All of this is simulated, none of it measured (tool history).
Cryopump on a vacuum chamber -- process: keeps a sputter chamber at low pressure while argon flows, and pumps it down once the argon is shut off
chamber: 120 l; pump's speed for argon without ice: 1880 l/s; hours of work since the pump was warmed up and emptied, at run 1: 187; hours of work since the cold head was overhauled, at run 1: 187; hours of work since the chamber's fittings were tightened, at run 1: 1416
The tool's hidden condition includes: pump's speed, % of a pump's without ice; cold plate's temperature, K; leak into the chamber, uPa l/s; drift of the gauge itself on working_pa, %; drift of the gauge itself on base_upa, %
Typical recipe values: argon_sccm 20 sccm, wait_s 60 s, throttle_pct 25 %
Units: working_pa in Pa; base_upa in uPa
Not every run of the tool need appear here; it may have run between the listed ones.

run	hour	argon_sccm	wait_s	throttle_pct	hours of work since the pump was warmed up and emptied	hours of work since the cold head was overhauled	hours of work since the chamber's fittings were tightened	working_pa	base_upa
1	0.0	20	60	25	187	187	1416	0.0725	0.94
2	58.4	20	95	25	231	231	1460	0.0727	0.81
3	159.8	20	60	25	307	307	1537	0.0727	0.96
4	250.7	20	60	25	375	375	1605	0.0738	1.02
5	317.0	20	60	25	425	425	1655	0.0736	1.07
6	382.5	20	60	25	474	474	1704	0.0743	1.07
7	440.4	20	104	25	518	518	1748	0.0738	0.99
8	508.5	20	104	25	569	569	1799	0.0750	0.96
9	610.8	20	104	17	646	646	1876	0.1086	0.97

Expected results for the next run?
10	662.6	20	104	17	685	685	1915	?	?

{"run 10": {"working_pa": 0.1082, "base_upa": 1.03}}
Without the tool's hidden state the same run would have given working_pa 0.1053 Pa, base_upa 0.33 uPa.
